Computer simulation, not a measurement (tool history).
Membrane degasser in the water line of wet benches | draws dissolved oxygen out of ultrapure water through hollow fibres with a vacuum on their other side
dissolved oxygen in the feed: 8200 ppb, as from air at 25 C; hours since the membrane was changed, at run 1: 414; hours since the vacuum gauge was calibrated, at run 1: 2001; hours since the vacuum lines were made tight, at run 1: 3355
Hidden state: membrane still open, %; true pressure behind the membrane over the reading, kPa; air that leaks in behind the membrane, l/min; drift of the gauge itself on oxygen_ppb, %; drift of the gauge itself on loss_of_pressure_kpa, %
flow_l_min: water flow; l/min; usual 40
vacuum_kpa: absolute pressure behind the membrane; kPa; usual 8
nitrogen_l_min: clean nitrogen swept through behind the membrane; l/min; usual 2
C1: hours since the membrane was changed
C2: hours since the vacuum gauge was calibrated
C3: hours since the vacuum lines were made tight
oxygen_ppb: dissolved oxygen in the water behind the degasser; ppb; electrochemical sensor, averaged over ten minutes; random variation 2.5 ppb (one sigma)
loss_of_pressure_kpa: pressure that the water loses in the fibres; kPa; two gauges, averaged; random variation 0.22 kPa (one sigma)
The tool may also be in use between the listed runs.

{"run": 1, "hour": 0.0, "flow_l_min": 40, "vacuum_kpa": 8, "nitrogen_l_min": 2, "C1": 414, "C2": 2001, "C3": 3355, "oxygen_ppb": 246.9, "loss_of_pressure_kpa": 55.16}
{"run": 2, "hour": 43.0, "flow_l_min": 40, "vacuum_kpa": 6.24, "nitrogen_l_min": 2, "C1": 457, "C2": 2044, "C3": 3398, "oxygen_ppb": 173.6, "loss_of_pressure_kpa": 55.79}
{"run": 3, "hour": 97.2, "flow_l_min": 40, "vacuum_kpa": 13.96, "nitrogen_l_min": 2, "C1": 511, "C2": 2098, "C3": 3453, "oxygen_ppb": 492.4, "loss_of_pressure_kpa": 55.63}
{"run": 4, "hour": 148.4, "flow_l_min": 40, "vacuum_kpa": 10.7, "nitrogen_l_min": 2, "C1": 562, "C2": 2150, "C3": 3504, "oxygen_ppb": 368.9, "loss_of_pressure_kpa": 55.71}
{"run": 5, "hour": 202.0, "flow_l_min": 34, "vacuum_kpa": 10.7, "nitrogen_l_min": 2, "C1": 616, "C2": 2203, "C3": 3557, "oxygen_ppb": 305.8, "loss_of_pressure_kpa": 47.12}
{"run": 6, "hour": 233.8, "flow_l_min": 34, "vacuum_kpa": 10.7, "nitrogen_l_min": 2, "C1": 647, "C2": 2235, "C3": 3589, "oxygen_ppb": 308.8, "loss_of_pressure_kpa": 47.3}
{"run": 7, "hour": 260.9, "flow_l_min": 34, "vacuum_kpa": 10.7, "nitrogen_l_min": 2, "C1": 674, "C2": 2262, "C3": 3616, "oxygen_ppb": 310.8, "loss_of_pressure_kpa": 47.52}
{"run": 8, "hour": 293.8, "flow_l_min": 34, "vacuum_kpa": 10.7, "nitrogen_l_min": 2, "C1": 707, "C2": 2295, "C3": 3649, "oxygen_ppb": 304.1, "loss_of_pressure_kpa": 47.24}
{"run": 9, "hour": 345.8, "flow_l_min": 34, "vacuum_kpa": 10.7, "nitrogen_l_min": 2, "C1": 759, "C2": 2347, "C3": 3701, "oxygen_ppb": 308.9, "loss_of_pressure_kpa": 47.53}
{"run": 10, "hour": 378.2, "flow_l_min": 40, "vacuum_kpa": 8, "nitrogen_l_min": 3.84, "C1": 792, "C2": 2379, "C3": 3733, "oxygen_ppb": 156.1, "loss_of_pressure_kpa": 55.57}
{"run": 11, "hour": 436.2, "flow_l_min": 40, "vacuum_kpa": 8, "nitrogen_l_min": 2, "C1": 850, "C2": 2437, "C3": 3792, "oxygen_ppb": 243.6, "loss_of_pressure_kpa": 55.84}
{"run": 12, "hour": 464.4, "flow_l_min": 30, "vacuum_kpa": 8, "nitrogen_l_min": 2, "C1": 878, "C2": 2466, "C3": 3820, "oxygen_ppb": 184, "loss_of_pressure_kpa": 41.9}
{"run": 13, "hour": 531.1, "flow_l_min": 30, "vacuum_kpa": 8, "nitrogen_l_min": 2, "C1": 945, "C2": 2532, "C3": 3886, "oxygen_ppb": 183.4, "loss_of_pressure_kpa": 41.95}
{"run": 14, "hour": 593.8, "flow_l_min": 40, "vacuum_kpa": 8, "nitrogen_l_min": 2, "C1": 1007, "C2": 2595, "C3": 3949, "oxygen_ppb": 251.4, "loss_of_pressure_kpa": 55.52}
{"run": 15, "hour": 644.4, "flow_l_min": 40, "vacuum_kpa": 8, "nitrogen_l_min": 2, "C1": 1058, "C2": 2646, "C3": 4000, "oxygen_ppb": 253.3, "loss_of_pressure_kpa": 56.3}
{"run": 16, "hour": 706.1, "flow_l_min": 40, "vacuum_kpa": 11.89, "nitrogen_l_min": 2, "C1": 1120, "C2": 2707, "C3": 4061, "oxygen_ppb": 418.6, "loss_of_pressure_kpa": 55.92}
{"run": 17, "hour": 759.5, "flow_l_min": 40, "vacuum_kpa": 11.89, "nitrogen_l_min": 2, "C1": 1173, "C2": 2761, "C3": 4115, "oxygen_ppb": 420.1, "loss_of_pressure_kpa": 56.29}
{"run": 18, "hour": 820.4, "flow_l_min": 40, "vacuum_kpa": 8, "nitrogen_l_min": 1.23, "C1": 1234, "C2": 2822, "C3": 4176, "oxygen_ppb": 356.3, "loss_of_pressure_kpa": 56.3}
{"run": 19, "hour": 885.5, "flow_l_min": 40, "vacuum_kpa": 8, "nitrogen_l_min": 1.23, "C1": 1299, "C2": 2887, "C3": 4241, "oxygen_ppb": 358.6, "loss_of_pressure_kpa": 56.7}
{"run": 20, "hour": 935.3, "flow_l_min": 40, "vacuum_kpa": 8, "nitrogen_l_min": 1.73, "C1": 1349, "C2": 2936, "C3": 4291, "oxygen_ppb": 278.9, "loss_of_pressure_kpa": 56.03}
{"run": 21, "hour": 993.9, "flow_l_min": 40, "vacuum_kpa": 8, "nitrogen_l_min": 4.01, "C1": 1407, "C2": 2995, "C3": 4349, "oxygen_ppb": 152.8, "loss_of_pressure_kpa": 56.61}
{"run": 22, "hour": 1049.9, "flow_l_min": 62, "vacuum_kpa": 14.05, "nitrogen_l_min": 1.39, "C1": 1463, "C2": 3051, "C3": 4405, "oxygen_ppb": 968.2, "loss_of_pressure_kpa": 87.6}
{"run": 23, "hour": 1094.4, "flow_l_min": 60, "vacuum_kpa": 12.28, "nitrogen_l_min": 1.58, "C1": 1508, "C2": 3096, "C3": 4450, "oxygen_ppb": 748.3, "loss_of_pressure_kpa": 84.48}
{"run": 24, "hour": 1144.3, "flow_l_min": 40, "vacuum_kpa": 6.24, "nitrogen_l_min": 2, "C1": 1558, "C2": 3146, "C3": 4500, "oxygen_ppb": 179.3, "loss_of_pressure_kpa": 56.7}
{"run": 25, "hour": 1201.7, "flow_l_min": 40, "vacuum_kpa": 7.26, "nitrogen_l_min": 1.54, "C1": 1615, "C2": 3203, "C3": 4557, "oxygen_ppb": 266.2, "loss_of_pressure_kpa": 56.89}
{"run": 26, "hour": 1238.3, "flow_l_min": 25, "vacuum_kpa": 8, "nitrogen_l_min": 2, "C1": 1652, "C2": 3240, "C3": 4594, "oxygen_ppb": 154.1, "loss_of_pressure_kpa": 35.46}
{"run": 27, "hour": 1281.5, "flow_l_min": 55, "vacuum_kpa": 8, "nitrogen_l_min": 2, "C1": 1695, "C2": 3283, "C3": 4637, "oxygen_ppb": 350.6, "loss_of_pressure_kpa": 78.18}
{"run": 28, "hour": 1334.9, "flow_l_min": 26, "vacuum_kpa": 18.61, "nitrogen_l_min": 3.45, "C1": 1748, "C2": 3336, "C3": 4690, "oxygen_ppb": 296.1, "loss_of_pressure_kpa": 36.65}
{"run": 29, "hour": 1395.6, "flow_l_min": 46, "vacuum_kpa": 13.86, "nitrogen_l_min": 2, "C1": 1809, "C2": 3397, "C3": 4751, "oxygen_ppb": 556.1, "loss_of_pressure_kpa": 65.45}
{"run": 30, "hour": 1450.5, "flow_l_min": 46, "vacuum_kpa": 13.86, "nitrogen_l_min": 2, "C1": 1864, "C2": 3452, "C3": 4806, "oxygen_ppb": 563.5, "loss_of_pressure_kpa": 65.28}
{"run": 31, "hour": 1496.2, "flow_l_min": 46, "vacuum_kpa": 13.86, "nitrogen_l_min": 2, "C1": 1910, "C2": 3497, "C3": 4851, "oxygen_ppb": 561.7, "loss_of_pressure_kpa": 64.59}

4 ways to go on from here, each from the tool as it stands after run 31. What would each give?
{"run": "A", "hour": 1536.0, "flow_l_min": 40, "vacuum_kpa": 7.01, "nitrogen_l_min": 1.57, "C1": 1950, "C2": 3537, "C3": 4891, "oxygen_ppb": "?", "loss_of_pressure_kpa": "?"}
{"run": "B", "hour": 1536.0, "flow_l_min": 32, "vacuum_kpa": 13.07, "nitrogen_l_min": 2, "C1": 1950, "C2": 3537, "C3": 4891, "oxygen_ppb": "?", "loss_of_pressure_kpa": "?"}
{"run": "C", "hour": 1536.0, "flow_l_min": 62, "vacuum_kpa": 13.51, "nitrogen_l_min": 4.98, "C1": 1950, "C2": 3537, "C3": 4891, "oxygen_ppb": "?", "loss_of_pressure_kpa": "?"}
{"run": "D", "hour": 1536.0, "flow_l_min": 40, "vacuum_kpa": 8, "nitrogen_l_min": 4.01, "C1": 1950, "C2": 3537, "C3": 4891, "oxygen_ppb": "?", "loss_of_pressure_kpa": "?"}

run=A oxygen_ppb=253 loss_of_pressure_kpa=57.58
run=B oxygen_ppb=374 loss_of_pressure_kpa=45.37
run=C oxygen_ppb=388.8 loss_of_pressure_kpa=88.32
run=D oxygen_ppb=157.3 loss_of_pressure_kpa=56.98
Without the tool's hidden state the same runs would have given:
run=A oxygen_ppb=241.3 loss_of_pressure_kpa=56.05
run=B oxygen_ppb=364.9 loss_of_pressure_kpa=44.16
run=C oxygen_ppb=374.1 loss_of_pressure_kpa=85.97
run=D oxygen_ppb=148.6 loss_of_pressure_kpa=55.47
